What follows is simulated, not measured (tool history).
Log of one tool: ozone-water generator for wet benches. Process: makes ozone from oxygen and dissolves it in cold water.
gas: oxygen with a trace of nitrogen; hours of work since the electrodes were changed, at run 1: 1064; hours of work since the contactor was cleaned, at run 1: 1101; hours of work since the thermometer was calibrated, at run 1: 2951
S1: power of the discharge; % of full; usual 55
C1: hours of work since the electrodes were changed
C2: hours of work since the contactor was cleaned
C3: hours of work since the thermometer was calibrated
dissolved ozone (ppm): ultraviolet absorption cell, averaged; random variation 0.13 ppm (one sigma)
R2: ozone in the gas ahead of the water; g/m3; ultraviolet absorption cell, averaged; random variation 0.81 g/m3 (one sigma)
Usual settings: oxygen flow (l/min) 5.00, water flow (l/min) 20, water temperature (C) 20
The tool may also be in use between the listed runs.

Run 1, day 0.000: usual settings; C1 1064; C2 1101; C3 2951. Result: dissolved ozone (ppm) 12.0, R2 123.4 g/m3.
Run 2, day 1.521: usual settings but water temperature (C) 15; C1 1097; C2 1134; C3 2984. Result: dissolved ozone (ppm) 12.8, R2 124.0 g/m3.
Run 3, day 2.471: usual settings but S1 50 % of full; C1 1118; C2 1155; C3 3004. Result: dissolved ozone (ppm) 11.1, R2 114.0 g/m3.
Run 4, day 3.225: usual settings; C1 1134; C2 1171; C3 3021. Result: dissolved ozone (ppm) 11.8, R2 123.1 g/m3.
Run 5, day 4.750: usual settings; C1 1167; C2 1204; C3 3053. Result: dissolved ozone (ppm) 12.1, R2 122.5 g/m3.
Run 6, day 5.492: usual settings; C1 1183; C2 1220; C3 3069. Result: dissolved ozone (ppm) 12.0, R2 124.5 g/m3.
Run 7, day 6.842: usual settings but oxygen flow (l/min) 6.47; C1 1212; C2 1249; C3 3099. Result: dissolved ozone (ppm) 12.0, R2 109.0 g/m3.
Run 8, day 7.746: usual settings but oxygen flow (l/min) 6.47; C1 1231; C2 1268; C3 3118. Result: dissolved ozone (ppm) 11.9, R2 109.3 g/m3.
Run 9, day 9.225: usual settings but oxygen flow (l/min) 6.47; C1 1263; C2 1300; C3 3150. Result: dissolved ozone (ppm) 12.0, R2 108.4 g/m3.
Run 10, day 10.454: usual settings but oxygen flow (l/min) 6.47; C1 1290; C2 1327; C3 3176. Result: dissolved ozone (ppm) 12.0, R2 107.0 g/m3.
Run 11, day 11.471: usual settings but oxygen flow (l/min) 6.47, water flow (l/min) 22; C1 1311; C2 1348; C3 3198. Result: dissolved ozone (ppm) 11.1, R2 107.1 g/m3.
Run 12, day 12.217: usual settings but oxygen flow (l/min) 6.47, water flow (l/min) 22; C1 1328; C2 1365; C3 3214. Result: dissolved ozone (ppm) 11.3, R2 107.9 g/m3.
Run 13, day 13.533: usual settings but oxygen flow (l/min) 6.47, water flow (l/min) 22; C1 1356; C2 1393; C3 3243. Result: dissolved ozone (ppm) 11.2, R2 108.0 g/m3.
Run 14, day 14.308: usual settings; C1 1373; C2 1410; C3 3259. Result: dissolved ozone (ppm) 11.9, R2 123.7 g/m3.
Run 15, day 15.471: usual settings; C1 1398; C2 1435; C3 3284. Result: dissolved ozone (ppm) 12.1, R2 122.4 g/m3.
Run 16, day 16.821: usual settings but S1 81 % of full, oxygen flow (l/min) 4.22; C1 1427; C2 1464; C3 3314. Result: dissolved ozone (ppm) 16.4, R2 185.1 g/m3.
Run 17, day 17.754: usual settings but S1 81 % of full, oxygen flow (l/min) 4.22; C1 1447; C2 1484; C3 3334. Result: dissolved ozone (ppm) 16.4, R2 183.3 g/m3.
At day 17.867: water thermometer calibrated.
Run 18, day 19.046: usual settings but S1 60 % of full, oxygen flow (l/min) 4.22; C1 1474; C2 1511; C3 25. Result: dissolved ozone (ppm) 12.6, R2 143.2 g/m3.
Run 19, day 20.596: usual settings but S1 60 % of full, oxygen flow (l/min) 4.22; C1 1508; C2 1545; C3 59. Result: dissolved ozone (ppm) 12.5, R2 142.7 g/m3.
Run 20, day 22.075: usual settings but S1 84 % of full, oxygen flow (l/min) 3.67, water flow (l/min) 16, water temperature (C) 12; C1 1540; C2 1576; C3 91. Result: dissolved ozone (ppm) 22.1, R2 203.9 g/m3.
At day 22.771: water thermometer calibrated, once more.
Run 21, day 23.338: usual settings but S1 84 % of full, oxygen flow (l/min) 3.67, water flow (l/min) 16, water temperature (C) 18; C1 1566; C2 1603; C3 12. Result: dissolved ozone (ppm) 20.9, R2 201.2 g/m3.
Run 22, day 24.462: usual settings but S1 58 % of full, oxygen flow (l/min) 3.79, water temperature (C) 16; C1 1591; C2 1627; C3 36. Result: dissolved ozone (ppm) 12.8, R2 147.7 g/m3.
Run 23, day 25.817: usual settings but S1 80 % of full, water flow (l/min) 23, water temperature (C) 19; C1 1620; C2 1657; C3 66. Result: dissolved ozone (ppm) 14.4, R2 166.2 g/m3.
Run 24, day 26.812: usual settings but S1 80 % of full, water flow (l/min) 23, water temperature (C) 19; C1 1641; C2 1678; C3 87. Result: dissolved ozone (ppm) 14.7, R2 165.9 g/m3.
Run 25, day 27.538: usual settings but S1 80 % of full, oxygen flow (l/min) 4.19, water flow (l/min) 23, water temperature (C) 19; C1 1657; C2 1694; C3 103. Result: dissolved ozone (ppm) 14.5, R2 179.8 g/m3.
Run 26, day 28.379: usual settings but S1 80 % of full, oxygen flow (l/min) 4.19, water flow (l/min) 23, water temperature (C) 19; C1 1675; C2 1712; C3 121. Result: dissolved ozone (ppm) 14.2, R2 181.4 g/m3.
Run 27, day 29.717: usual settings but oxygen flow (l/min) 8.58, water flow (l/min) 15, water temperature (C) 21; C1 1704; C2 1741; C3 150. Result: dissolved ozone (ppm) 13.9, R2 93.0 g/m3.
Run 28, day 31.033: usual settings but S1 40 % of full, oxygen flow (l/min) 3.33, water temperature (C) 24; C1 1732; C2 1769; C3 178. Result: dissolved ozone (ppm) 8.3, R2 112.0 g/m3.
Run 29, day 32.375: usual settings but S1 57 % of full, oxygen flow (l/min) 7.36, water temperature (C) 18; C1 1761; C2 1798; C3 207. Result: dissolved ozone (ppm) 13.0, R2 103.8 g/m3.

How the hidden state differs across the entries between the runs, from the last listed run before each to the first after it:
Between runs 17 and 18: water thermometer calibrated (day 17.867)
  yield of the discharge, % of new electrodes': 95.3 -> 95.2; true water temperature over the reading, C: 0.52 -> 0.86
  measured less the result without the state, dissolved ozone (ppm): -1.3 -> -0.8; R2: -10.3 -> -6.3 g/m3
Between runs 20 and 21: water thermometer calibrated, once more (day 22.771)
  yield of the discharge, % of new electrodes': 95 -> 94.9; true water temperature over the reading, C: 0.87 -> 0
  measured less the result without the state, dissolved ozone (ppm): -1.9 -> -1.5; R2: -12.5 -> -12.5 g/m3
